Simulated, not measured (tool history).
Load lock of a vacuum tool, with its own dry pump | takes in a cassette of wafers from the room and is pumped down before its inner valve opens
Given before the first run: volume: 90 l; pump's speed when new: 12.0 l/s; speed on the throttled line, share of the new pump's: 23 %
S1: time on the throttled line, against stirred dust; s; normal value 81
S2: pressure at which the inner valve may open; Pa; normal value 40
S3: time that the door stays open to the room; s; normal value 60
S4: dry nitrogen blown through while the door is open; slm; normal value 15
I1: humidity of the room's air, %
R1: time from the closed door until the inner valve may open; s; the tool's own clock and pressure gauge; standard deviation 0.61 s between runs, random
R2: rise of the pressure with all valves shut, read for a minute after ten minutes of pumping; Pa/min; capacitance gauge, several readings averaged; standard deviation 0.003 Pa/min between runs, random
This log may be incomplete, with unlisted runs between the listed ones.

run 1 hour=0.0 | S1=81 S2=40 S3=60 S4=15 | I1=45.9 | R1=121.4 R2=0.014
run 2 hour=465.8 | S1=81 S2=56 S3=60 S4=15 | I1=46.1 | R1=119.1 R2=0.018
run 3 hour=693.7 | S1=81 S2=56 S3=60 S4=15 | I1=46.3 | R1=120.4 R2=0.020
run 4 hour=969.0 | S1=81 S2=56 S3=60 S4=15 | I1=45.8 | R1=119.2 R2=0.019
run 5 hour=1325.9 | S1=81 S2=56 S3=60 S4=15 | I1=44.3 | R1=118.7 R2=0.025
run 6 hour=1756.0 | S1=81 S2=56 S3=60 S4=15 | I1=45.1 | R1=119.8 R2=0.010
run 7 hour=2040.6 | S1=49 S2=40 S3=60 S4=15 | I1=44.3 | R1=96.3 R2=0.016
run 8 hour=2277.5 | S1=49 S2=40 S3=60 S4=4 | I1=43.8 | R1=97.5 R2=0.022
run 9 hour=2478.0 | S1=98 S2=73 S3=121 S4=14 | I1=48.7 | R1=130.8 R2=0.031

Forecast run 10:
run 10 hour=2874.4 | S1=73 S2=34 S3=60 S4=7 | I1=44.0 | R1=? R2=?

R1: 116.9 s
R2: 0.025 Pa/min
Without the tool's hidden state the same run would have given R1 116.9 s, R2 0.024 Pa/min.
